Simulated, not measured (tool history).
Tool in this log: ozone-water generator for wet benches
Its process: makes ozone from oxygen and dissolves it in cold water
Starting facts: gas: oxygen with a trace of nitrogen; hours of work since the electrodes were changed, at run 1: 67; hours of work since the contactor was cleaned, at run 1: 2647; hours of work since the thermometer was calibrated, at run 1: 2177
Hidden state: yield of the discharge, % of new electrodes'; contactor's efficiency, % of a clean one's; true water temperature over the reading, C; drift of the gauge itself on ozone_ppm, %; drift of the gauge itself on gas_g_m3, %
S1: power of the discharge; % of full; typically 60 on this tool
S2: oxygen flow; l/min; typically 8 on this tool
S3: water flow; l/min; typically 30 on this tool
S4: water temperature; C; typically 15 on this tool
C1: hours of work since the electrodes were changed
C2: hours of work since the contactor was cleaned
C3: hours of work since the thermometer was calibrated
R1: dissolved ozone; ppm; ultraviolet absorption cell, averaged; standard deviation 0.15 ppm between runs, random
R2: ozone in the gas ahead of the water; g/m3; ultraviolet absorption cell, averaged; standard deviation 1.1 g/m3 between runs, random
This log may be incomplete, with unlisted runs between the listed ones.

run	day	S1	S2	S3	S4	C1	C2	C3	R1	R2
1	0	60	8	30	15	67	2647	2177	19.7	192.7
2	1.925	60	8	30	15	97	2677	2207	19.6	190.6
3	3.392	60	8	30	15	120	2699	2230	19.5	189.7
4	6.658	60	8	30	15	170	2750	2280	19.5	191.7
5	9.696	60	8	30	15	218	2797	2328	19.4	190.6
6	12.033	60	8	30	15	254	2834	2364	19.3	191.1
7	14.375	60	8	30	15	290	2870	2400	19.4	190.7
8	17.754	60	8	30	15	343	2922	2453	19.6	192.5
9	20.671	60	8	30	15	388	2968	2498	19.6	189.9
# day 23.158: contactor cleaned
10	23.692	60	8	30	15	432	8	2542	19.5	189.5
11	27.212	60	8	30	15	487	63	2597	19.4	188
12	30.688	72	4.44	45	10	541	117	2651	12.3	272
13	33.054	72	4.44	45	10	578	154	2688	12.1	270.1
14	34.833	43	11.87	45	10	606	181	2716	11.8	129.8
15	36.667	45	11.1	19	7	634	210	2744	27.8	138.7
16	38.467	77	8	31	15	662	238	2772	22.3	224.2
17	41.317	77	8	31	15	706	282	2816	22.2	227.5
18	43.854	43	11.73	48	22	746	322	2856	9.5	130.8
19	47.029	43	11.73	48	22	795	371	2905	9.1	130.9

4 ways to go on from here, each from the tool as it stands after run 19. What would each give?
A	48.575	55	11.73	48	22	819	395	2929	?	?
B	48.575	43	11.73	25	22	819	395	2929	?	?
C	48.575	41	12.88	43	22	819	395	2929	?	?
D	48.575	53	11.73	48	7	819	395	2929	?	?

run	R1	R2
A	11	154.6
B	16.6	130
C	10.1	122.1
D	13	150.9
Take away the tool's hidden state, keep each run's random variation, and the runs would have read:
run	R1	R2
A	11	154.6
B	16.6	130.1
C	10.1	122.2
D	13	150.9
